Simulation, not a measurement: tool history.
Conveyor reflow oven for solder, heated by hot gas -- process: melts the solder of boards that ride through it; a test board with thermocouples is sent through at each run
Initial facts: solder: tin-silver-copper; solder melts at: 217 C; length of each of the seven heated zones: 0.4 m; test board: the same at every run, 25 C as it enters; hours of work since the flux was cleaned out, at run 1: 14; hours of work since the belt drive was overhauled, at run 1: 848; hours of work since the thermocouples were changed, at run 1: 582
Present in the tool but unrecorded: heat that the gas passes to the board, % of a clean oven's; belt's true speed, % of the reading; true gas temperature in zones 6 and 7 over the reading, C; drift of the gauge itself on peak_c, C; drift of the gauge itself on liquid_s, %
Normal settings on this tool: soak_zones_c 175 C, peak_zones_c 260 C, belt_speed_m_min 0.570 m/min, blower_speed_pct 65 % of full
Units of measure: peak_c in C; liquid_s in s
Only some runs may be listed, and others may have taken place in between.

run   hour  soak_zones_c  peak_zones_c  belt_speed_m_min  blower_speed_pct  hours of work since the flux was cleaned out  hours of work since the belt drive was overhauled  hours of work since the thermocouples were changed  peak_c  liquid_s
  1    0.0           175           260             0.570                65                                            14                                                848                                                 582   244.1      57.9
  2   22.0           175           260             0.570                65                                            28                                                861                                                 596   243.5      57.3
  3   32.3           175           260             0.570                65                                            35                                                868                                                 602   244.1      56.8
  4   54.8           175           268             0.570                65                                            49                                                882                                                 616   250.2      63.6
  5   65.2           175           268             0.570                65                                            55                                                888                                                 623   250.7      63.7
  6   76.1           175           268             0.570                65                                            62                                                895                                                 629   250.6      63.2
  7   97.1           175           268             0.570                65                                            75                                                908                                                 643   250.5      63.7
  8  110.7           175           268             0.570                65                                            84                                                917                                                 651   251.2      64.0
  9  122.6           175           268             0.570                65                                            91                                                924                                                 658   250.1      63.5
 10  139.3           175           260             0.491                65                                           102                                                935                                                 669   247.9      73.1
 11  160.9           175           260             0.491                65                                           115                                                948                                                 682   248.2      73.1
     166.0  -- belt drive overhauled, speed set with a stopwatch
 12  187.8           175           260             0.570                65                                           129                                                 14                                                 697   244.2      58.6
 13  198.5           175           260             0.570                65                                           136                                                 20                                                 703   243.9      58.2
 14  211.7           166           260             0.570                65                                           144                                                 29                                                 712   242.8      52.3
 15  228.3           166           260             0.570                65                                           155                                                 39                                                 722   242.4      52.8
 16  243.3           163           265             0.570                65                                           164                                                 48                                                 731   246.2      55.7
 17  265.9           163           265             0.570                65                                           178                                                 62                                                 745   246.4      55.4
     281.4  -- belt drive overhauled, speed set with a stopwatch, once more
 18  281.5           175           260             0.570                68                                           185                                                  0                                                 753   243.2      55.3
 19  297.3           175           260             0.570                68                                           195                                                 10                                                 763   243.2      55.3
 20  313.6           175           260             0.570                68                                           205                                                 20                                                 773   243.3      55.4
 21  327.7           175           264             0.489                65                                           214                                                 29                                                 782   250.3      73.6
 22  342.6           170           268             0.654                65                                           224                                                 38                                                 791   243.7      44.0
 23  359.0           170           268             0.654                65                                           234                                                 48                                                 801   243.0      43.7
     372.7  -- flux residue cleaned out of gas plates and filters
 24  379.3           170           268             0.654                65                                             4                                                 58                                                 811   243.9      45.6
 25  393.9           170           268             0.654                65                                            13                                                 67                                                 820   244.1      45.5
 26  409.3           173           251             0.654                65                                            23                                                 77                                                 829   230.5      31.4
 27  424.0           175           260             0.570                62                                            32                                                 86                                                 839   242.6      54.0
 28  439.2           182           260             0.570                65                                            42                                                 95                                                 848   244.3      59.8
 29  453.1           182           253             0.518                65                                            50                                                104                                                 857   241.0      63.6
 30  462.7           182           253             0.508                54                                            56                                                110                                                 863   238.4      60.2

For each entry between runs, how does the tool's hidden state at the last listed run before it compare with that at the first listed run after it?
Runs 11 to 12: belt drive overhauled, speed set with a stopwatch (hour 166.0)
  heat that the gas passes to the board, % of a clean oven's: 97.9 -> 97.7; belt's true speed, % of the reading: 97.57 -> 96.22; true gas temperature in zones 6 and 7 over the reading, C: -1.29 -> -1.32
  what was measured, less what the result would be without the hidden state, peak_c: -0.9 -> -0.5 C; liquid_s: +1.1 -> +2.1 s
Runs 17 to 18: belt drive overhauled, speed set with a stopwatch, once more (hour 281.4)
  heat that the gas passes to the board, % of a clean oven's: 96.9 -> 96.8; belt's true speed, % of the reading: 96.1 -> 99.97; true gas temperature in zones 6 and 7 over the reading, C: -1.42 -> -1.43
  what was measured, less what the result would be without the hidden state, peak_c: -0.6 -> -1.9 C; liquid_s: +1.9 -> -2.2 s
Runs 23 to 24: flux residue cleaned out of gas plates and filters (hour 372.7)
  heat that the gas passes to the board, % of a clean oven's: 96 -> 99.7; belt's true speed, % of the reading: 99.85 -> 99.82; true gas temperature in zones 6 and 7 over the reading, C: -1.53 -> -1.55
  what was measured, less what the result would be without the hidden state, peak_c: -2.3 -> -1.3 C; liquid_s: -2.3 -> -1.0 s
